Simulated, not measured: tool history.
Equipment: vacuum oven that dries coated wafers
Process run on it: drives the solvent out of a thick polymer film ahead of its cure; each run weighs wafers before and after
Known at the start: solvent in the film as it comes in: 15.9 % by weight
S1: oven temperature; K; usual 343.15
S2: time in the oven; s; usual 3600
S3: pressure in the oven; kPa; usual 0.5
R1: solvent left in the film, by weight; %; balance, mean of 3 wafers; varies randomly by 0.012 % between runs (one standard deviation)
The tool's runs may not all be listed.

Run 1, hour 0: usual settings. Result: R1 1.39 %.
Run 2, hour 48.8: usual settings. Result: R1 1.36 %.
Run 3, hour 96: usual settings but S1 348.15 K. Result: R1 0.59 %.
Run 4, hour 154.2: usual settings but S1 348.15 K. Result: R1 0.61 %.
Run 5, hour 233.8: usual settings but S1 348.15 K. Result: R1 0.57 %.
Run 6, hour 320.7: usual settings but S1 348.15 K. Result: R1 0.59 %.
Run 7, hour 409.4: usual settings. Result: R1 1.33 %.
Run 8, hour 483.5: usual settings but S1 351.15 K, S3 0.574 kPa. Result: R1 0.37 %.
Run 9, hour 562.9: usual settings but S1 347.15 K, S3 0.309 kPa. Result: R1 0.63 %.
Run 10, hour 626: usual settings but S2 2640 s, S3 0.269 kPa. Result: R1 2.24 %.
Run 11, hour 691.3: usual settings but S1 331.15 K, S2 2040 s. Result: R1 7.52 %.
Run 12, hour 740.6: usual settings but S1 355.15 K, S2 2460 s, S3 0.524 kPa. Result: R1 0.39 %.
Run 13, hour 807.7: usual settings but S1 346.15 K, S2 4380 s, S3 0.298 kPa. Result: R1 0.48 %.
Run 14, hour 877.5: usual settings but S1 346.15 K, S2 4380 s, S3 0.298 kPa. Result: R1 0.47 %.

Predict each of these 5 candidate next runs independently; none follows another, all start after run 14:
Run A, hour 952.1: usual settings but S3 1.513 kPa. Result: R1 ?.
Run B, hour 952.1: usual settings but S1 358.15 K. Result: R1 ?.
Run C, hour 952.1: usual settings but S1 336.15 K, S2 3840 s, S3 1.39 kPa. Result: R1 ?.
Run D, hour 952.1: usual settings but S1 333.15 K, S2 4920 s, S3 0.719 kPa. Result: R1 ?.
Run E, hour 952.1: usual settings but S1 339.15 K, S2 6120 s, S3 0.384 kPa. Result: R1 ?.

run    R1
  A  1.52
  B  0.18
  C  3.12
  D   2.9
  E   0.8
With the hidden condition removed and each run's random variation left untouched, the same runs would have given:
run    R1
  A  1.59
  B   0.1
  C  3.28
  D  3.04
  E  0.76
